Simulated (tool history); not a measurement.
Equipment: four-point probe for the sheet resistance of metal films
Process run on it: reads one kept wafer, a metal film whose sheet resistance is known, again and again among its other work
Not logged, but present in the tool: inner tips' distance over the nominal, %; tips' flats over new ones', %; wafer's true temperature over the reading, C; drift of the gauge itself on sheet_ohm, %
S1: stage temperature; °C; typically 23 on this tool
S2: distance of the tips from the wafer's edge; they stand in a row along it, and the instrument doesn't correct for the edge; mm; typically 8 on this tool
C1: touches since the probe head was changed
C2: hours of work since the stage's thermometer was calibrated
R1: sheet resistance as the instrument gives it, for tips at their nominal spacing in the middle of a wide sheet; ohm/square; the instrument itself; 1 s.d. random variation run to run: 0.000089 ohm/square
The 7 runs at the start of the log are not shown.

{"run": 8, "hour": 172.8, "S1": 23, "S2": 8, "C1": 14481, "C2": 1054, "R1": 0.444203}
{"run": 9, "hour": 206.9, "S1": 23, "S2": 8, "C1": 15398, "C2": 1074, "R1": 0.444231}
{"run": 10, "hour": 238.2, "S1": 23, "S2": 8, "C1": 16242, "C2": 1092, "R1": 0.444271}
{"run": 11, "hour": 275.0, "S1": 23, "S2": 8, "C1": 17234, "C2": 1114, "R1": 0.444239}
{"run": 12, "hour": 307.8, "S1": 23, "S2": 8, "C1": 18118, "C2": 1133, "R1": 0.444351}
{"run": 13, "hour": 342.5, "S1": 22, "S2": 8, "C1": 19050, "C2": 1153, "R1": 0.444734}
{"run": 14, "hour": 365.8, "S1": 31, "S2": 8, "C1": 19678, "C2": 1167, "R1": 0.441329}
{"run": 15, "hour": 395.2, "S1": 31, "S2": 8, "C1": 20471, "C2": 1184, "R1": 0.441281}
{"run": 16, "hour": 423.3, "S1": 31, "S2": 8, "C1": 21228, "C2": 1201, "R1": 0.44128}
{"run": 17, "hour": 448.0, "S1": 22, "S2": 5, "C1": 21893, "C2": 1215, "R1": 0.447027}
{"run": 18, "hour": 473.2, "S1": 20, "S2": 6, "C1": 22572, "C2": 1230, "R1": 0.446644}
{"run": 19, "hour": 504.8, "S1": 32, "S2": 4, "C1": 23424, "C2": 1249, "R1": 0.445416}
{"run": 20, "hour": 531.4, "S1": 19, "S2": 21, "C1": 24140, "C2": 1264, "R1": 0.444847}
{"run": 21, "hour": 568.2, "S1": 19, "S2": 21, "C1": 25130, "C2": 1286, "R1": 0.444766}
{"run": 22, "hour": 597.7, "S1": 25, "S2": 6, "C1": 25925, "C2": 1303, "R1": 0.444726}
{"run": 23, "hour": 630.7, "S1": 25, "S2": 31, "C1": 26814, "C2": 1323, "R1": 0.442468}
{"run": 24, "hour": 662.9, "S1": 25, "S2": 31, "C1": 27682, "C2": 1341, "R1": 0.44258}
{"run": 25, "hour": 689.0, "S1": 34, "S2": 12, "C1": 28384, "C2": 1357, "R1": 0.439566}
{"run": 26, "hour": 713.8, "S1": 34, "S2": 12, "C1": 29053, "C2": 1371, "R1": 0.439675}
{"run": 27, "hour": 749.0, "S1": 23, "S2": 4, "C1": 29999, "C2": 1392, "R1": 0.449086}
{"run": 28, "hour": 780.3, "S1": 31, "S2": 6, "C1": 30842, "C2": 1410, "R1": 0.442773}
{"run": 29, "hour": 809.5, "S1": 27, "S2": 4, "C1": 31630, "C2": 1427, "R1": 0.447515}
{"run": 30, "hour": 827.7, "S1": 21, "S2": 23, "C1": 32119, "C2": 1438, "R1": 0.444261}
{"run": 31, "hour": 853.0, "S1": 21, "S2": 23, "C1": 32802, "C2": 1453, "R1": 0.444084}

4 ways to go on from here, each from the tool as it stands after run 31. What would each give?
{"run": "A", "hour": 873.2, "S1": 20, "S2": 31, "C1": 33344, "C2": 1465, "R1": "?"}
{"run": "B", "hour": 873.2, "S1": 21, "S2": 3, "C1": 33344, "C2": 1465, "R1": "?"}
{"run": "C", "hour": 873.2, "S1": 26, "S2": 8, "C1": 33344, "C2": 1465, "R1": "?"}
{"run": "D", "hour": 873.2, "S1": 28, "S2": 23, "C1": 33344, "C2": 1465, "R1": "?"}

run=A R1=0.444621
run=B R1=0.454501
run=C R1=0.443483
run=D R1=0.441605
The same runs, with their run-to-run variation unchanged, on a tool lacking any hidden condition would have given:
run=A R1=0.444966
run=B R1=0.454854
run=C R1=0.443823
run=D R1=0.441942
